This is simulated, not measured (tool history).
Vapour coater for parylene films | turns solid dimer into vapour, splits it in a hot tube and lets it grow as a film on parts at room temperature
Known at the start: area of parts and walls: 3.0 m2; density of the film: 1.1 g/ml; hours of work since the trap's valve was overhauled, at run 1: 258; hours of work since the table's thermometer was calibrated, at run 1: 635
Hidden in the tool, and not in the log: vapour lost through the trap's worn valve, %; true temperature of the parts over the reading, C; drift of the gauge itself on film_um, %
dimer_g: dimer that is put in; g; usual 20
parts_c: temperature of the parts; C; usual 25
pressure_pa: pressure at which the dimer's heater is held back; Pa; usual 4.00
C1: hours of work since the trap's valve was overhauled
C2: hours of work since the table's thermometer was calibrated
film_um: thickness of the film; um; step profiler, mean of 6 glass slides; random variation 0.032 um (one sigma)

Run 1, hour 0.0: usual settings; C1 258; C2 635. Result: film_um 3.88 um.
Run 2, hour 32.0: usual settings; C1 277; C2 654. Result: film_um 3.92 um.
Run 3, hour 51.3: usual settings but dimer_g 21 g; C1 288; C2 665. Result: film_um 4.10 um.
Run 4, hour 82.9: usual settings but dimer_g 21 g; C1 306; C2 683. Result: film_um 4.11 um.
Run 5, hour 114.4: usual settings but dimer_g 21 g, parts_c 28 C; C1 325; C2 702. Result: film_um 3.63 um.
Run 6, hour 138.4: usual settings but dimer_g 21 g, parts_c 28 C; C1 339; C2 716. Result: film_um 3.58 um.
Run 7, hour 169.2: usual settings but dimer_g 31 g; C1 357; C2 734. Result: film_um 5.94 um.
Run 8, hour 194.9: usual settings but dimer_g 31 g, pressure_pa 4.27 Pa; C1 372; C2 749. Result: film_um 6.03 um.
Run 9, hour 219.4: usual settings but dimer_g 31 g, pressure_pa 4.27 Pa; C1 386; C2 763. Result: film_um 5.94 um.
Run 10, hour 248.6: usual settings but dimer_g 31 g, pressure_pa 4.27 Pa; C1 403; C2 780. Result: film_um 5.89 um.
Run 11, hour 278.2: usual settings but dimer_g 31 g, pressure_pa 4.27 Pa; C1 420; C2 797. Result: film_um 5.81 um.
Run 12, hour 299.7: usual settings; C1 433; C2 810. Result: film_um 3.86 um.
Run 13, hour 314.8: usual settings but dimer_g 11 g; C1 442; C2 819. Result: film_um 2.11 um.
Run 14, hour 349.2: usual settings; C1 462; C2 839. Result: film_um 3.81 um.
Run 15, hour 365.7: usual settings; C1 472; C2 849. Result: film_um 3.77 um.
Run 16, hour 386.5: usual settings; C1 484; C2 861. Result: film_um 3.81 um.
Run 17, hour 420.5: usual settings; C1 504; C2 880. Result: film_um 3.74 um.
At hour 457.8: trap's valve overhauled.
Run 18, hour 457.8: usual settings; C1 0; C2 900. Result: film_um 4.17 um.
Run 19, hour 487.4: usual settings; C1 17; C2 917. Result: film_um 4.09 um.
Run 20, hour 521.0: usual settings but pressure_pa 10.54 Pa; C1 37; C2 937. Result: film_um 3.46 um.
Run 21, hour 550.1: usual settings but pressure_pa 10.54 Pa; C1 54; C2 954. Result: film_um 3.42 um.
Run 22, hour 583.0: usual settings but dimer_g 27 g, pressure_pa 10.54 Pa; C1 73; C2 973. Result: film_um 4.58 um.
Run 23, hour 617.4: usual settings but dimer_g 10 g, parts_c 27 C, pressure_pa 6.25 Pa; C1 93; C2 993. Result: film_um 1.74 um.
Run 24, hour 644.8: usual settings but dimer_g 10 g, parts_c 27 C, pressure_pa 6.25 Pa; C1 109; C2 1009. Result: film_um 1.76 um.
Run 25, hour 664.7: usual settings but dimer_g 9 g; C1 121; C2 1021. Result: film_um 1.82 um.
Run 26, hour 683.9: usual settings but dimer_g 27 g, parts_c 29 C; C1 132; C2 1032. Result: film_um 4.59 um.
Run 27, hour 698.8: usual settings but dimer_g 27 g, parts_c 29 C; C1 141; C2 1041. Result: film_um 4.52 um.
Run 28, hour 719.8: usual settings but dimer_g 9 g; C1 153; C2 1053. Result: film_um 1.85 um.
Run 29, hour 753.0: usual settings but dimer_g 9 g; C1 172; C2 1072. Result: film_um 1.83 um.
Run 30, hour 781.7: usual settings but dimer_g 33 g, parts_c 21 C, pressure_pa 3.82 Pa; C1 189; C2 1089. Result: film_um 7.84 um.
Run 31, hour 809.5: usual settings but dimer_g 33 g, parts_c 21 C, pressure_pa 3.82 Pa; C1 205; C2 1105. Result: film_um 7.86 um.
Run 32, hour 829.9: usual settings but dimer_g 21 g, parts_c 22 C, pressure_pa 2.79 Pa; C1 217; C2 1117. Result: film_um 5.01 um.
Run 33, hour 857.2: usual settings but dimer_g 17 g, pressure_pa 7.12 Pa; C1 233; C2 1133. Result: film_um 3.05 um.
Run 34, hour 885.4: usual settings but dimer_g 17 g, pressure_pa 7.12 Pa; C1 250; C2 1150. Result: film_um 3.00 um.
Run 35, hour 903.7: usual settings but dimer_g 17 g, pressure_pa 7.12 Pa; C1 260; C2 1160. Result: film_um 3.03 um.
Run 36, hour 930.6: usual settings but dimer_g 8 g, parts_c 32 C, pressure_pa 3.01 Pa; C1 276; C2 1176. Result: film_um 1.23 um.
Run 37, hour 952.5: usual settings but dimer_g 9 g, parts_c 32 C, pressure_pa 6.12 Pa; C1 289; C2 1189. Result: film_um 1.21 um.
Run 38, hour 982.5: usual settings but dimer_g 9 g, parts_c 32 C, pressure_pa 6.12 Pa; C1 306; C2 1206. Result: film_um 1.20 um.
Run 39, hour 1003.9: usual settings but dimer_g 9 g, parts_c 32 C, pressure_pa 6.12 Pa; C1 319; C2 1219. Result: film_um 1.23 um.

The same runs without the tool's hidden state, with the same run-to-run variation:
run  film_um
  1     4.10
  2     4.15
  3     4.36
  4     4.38
  5     3.88
  6     3.85
  7     6.40
  8     6.52
  9     6.44
 10     6.42
 11     6.36
 12     4.23
 13     2.32
 14     4.20
 15     4.17
 16     4.22
 17     4.16
 18     4.22
 19     4.15
 20     3.53
 21     3.50
 22     4.70
 23     1.79
 24     1.82
 25     1.88
 26     4.77
 27     4.70
 28     1.92
 29     1.92
 30     8.23
 31     8.28
 32     5.29
 33     3.24
 34     3.19
 35     3.23
 36     1.32
 37     1.30
 38     1.30
 39     1.33
